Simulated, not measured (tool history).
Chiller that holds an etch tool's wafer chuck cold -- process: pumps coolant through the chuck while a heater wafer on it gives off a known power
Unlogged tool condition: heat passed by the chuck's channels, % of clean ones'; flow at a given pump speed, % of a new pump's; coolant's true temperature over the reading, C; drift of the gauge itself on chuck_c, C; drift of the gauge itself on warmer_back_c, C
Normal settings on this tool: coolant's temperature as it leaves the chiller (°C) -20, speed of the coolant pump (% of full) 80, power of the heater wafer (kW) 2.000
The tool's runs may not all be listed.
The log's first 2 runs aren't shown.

run	hour	coolant's temperature as it leaves the chiller (°C)	speed of the coolant pump (% of full)	power of the heater wafer (kW)	hours since the coolant was changed and the channels were flushed	hours since the pump was overhauled	hours since the chiller's thermometer was calibrated	chuck's temperature once it has settled (°C)	how much warmer the coolant comes back (C)
3	62.5	-20	80	1.172	135	708	1961	-7.3	4.08
4	83.6	-15	80	2.000	156	729	1982	6.8	6.90
5	112.8	-15	80	2.000	185	758	2011	6.7	6.91
6	128.0	-15	80	2.000	201	773	2027	6.8	6.99
7	156.1	-15	80	2.000	229	801	2055	6.9	6.86
8	186.5	-20	91	2.000	259	832	2085	0.3	6.12
9	202.2	-20	91	2.000	275	847	2101	0.3	6.17
10	216.5	-20	91	1.633	289	862	2115	-3.4	4.98
11	246.2	-20	80	2.000	319	891	2145	1.9	7.09
12	272.8	-19	80	2.000	345	918	2171	2.9	7.10
13	285.9	-20	80	2.000	359	931	2185	1.6	7.09
14	304.8	-20	80	2.000	377	950	2203	1.8	7.02
15	331.7	-20	79	2.000	404	977	2230	2.0	7.23
16	351.5	-28	80	2.000	424	997	2250	-6.3	7.14
17	379.3	-15	66	2.000	452	1025	2278	9.2	8.59
18	398.9	-15	61	1.522	472	1044	2298	4.2	7.13
19	430.4	-15	61	1.522	503	1076	2329	4.3	7.20
20	446.0	-15	61	1.522	519	1091	2345	4.2	7.18
21	472.1	-26	77	1.985	545	1117	2371	-4.0	7.34
22	485.5	-20	85	2.000	558	1131	2384	1.0	6.74
23	513.4	-22	78	2.798	586	1159	2412	9.0	10.21
24	541.7	-20	80	2.557	614	1187	2440	7.7	9.22
25	567.4	-24	67	1.212	640	1213	2466	-9.6	5.36

Expected results for the next run?
26	597.7	-19	67	1.212	670	1243	2496	?	?

{"run 26": {"chuck's temperature once it has settled (°C)": -4.7, "how much warmer the coolant comes back (C)": 5.37}}
Minus the tool's unlogged condition, the same run would have read chuck's temperature once it has settled (°C) -4.7, how much warmer the coolant comes back (C) 4.98.
